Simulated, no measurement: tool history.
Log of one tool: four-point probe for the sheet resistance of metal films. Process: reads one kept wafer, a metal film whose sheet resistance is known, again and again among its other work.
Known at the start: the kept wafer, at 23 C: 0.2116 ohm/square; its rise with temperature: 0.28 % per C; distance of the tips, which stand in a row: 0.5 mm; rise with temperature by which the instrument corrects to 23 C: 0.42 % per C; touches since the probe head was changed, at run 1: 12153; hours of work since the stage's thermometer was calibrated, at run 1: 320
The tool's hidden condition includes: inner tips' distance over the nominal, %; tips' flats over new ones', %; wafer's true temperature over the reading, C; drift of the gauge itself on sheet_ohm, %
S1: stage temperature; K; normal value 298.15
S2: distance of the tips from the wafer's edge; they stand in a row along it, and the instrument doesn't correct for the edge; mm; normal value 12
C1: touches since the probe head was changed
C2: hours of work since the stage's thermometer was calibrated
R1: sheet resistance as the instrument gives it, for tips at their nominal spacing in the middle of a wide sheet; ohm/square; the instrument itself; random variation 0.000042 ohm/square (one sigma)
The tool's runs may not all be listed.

| run | hour | S1 | S2 | C1 | C2 | R1 |
|---|---|---|---|---|---|---|
| 1 | 0 | 298.15 | 12 | 12153 | 320 | 0.211569 |
| 2 | 7.8 | 298.15 | 6 | 12548 | 325 | 0.21215 |
| 3 | 16.1 | 295.15 | 12 | 12965 | 330 | 0.212373 |
| 4 | 31.7 | 295.15 | 12 | 13754 | 340 | 0.212383 |
| 5 | 39.7 | 295.15 | 12 | 14154 | 345 | 0.212431 |
| 6 | 50.8 | 295.15 | 12 | 14718 | 352 | 0.212514 |
| 7 | 69.6 | 298.15 | 12 | 15664 | 364 | 0.211595 |
| 8 | 77.6 | 298.15 | 12 | 16070 | 369 | 0.211633 |
| 9 | 90.7 | 298.15 | 12 | 16730 | 377 | 0.21162 |
| 10 | 103.2 | 298.15 | 12 | 17361 | 385 | 0.211537 |
| 11 | 122.3 | 298.15 | 12 | 18323 | 397 | 0.21161 |
| 12 | 132.1 | 292.15 | 41 | 18818 | 403 | 0.213235 |
| 13 | 143.9 | 292.15 | 41 | 19414 | 411 | 0.213206 |
| 14 | 154.9 | 303.15 | 41 | 19967 | 418 | 0.210099 |
| 15 | 166.3 | 307.15 | 23 | 20543 | 425 | 0.209076 |

Pick out some run-to-run changes in R1. Of each, how much would a tool without hidden state show as well, from the settings, what came in and chance, and how much is left for the hidden state and any gauge scatter not in both results compared?
Run 11 -> 12: S1 298.15 -> 292.15, S2 12 -> 41. R1 +0.001625 ohm/square: hidden state +0.000012, all else +0.001613.
Run 13 -> 14: S1 292.15 -> 303.15. R1 -0.003107 ohm/square: hidden state +0.000001, all else -0.003108.
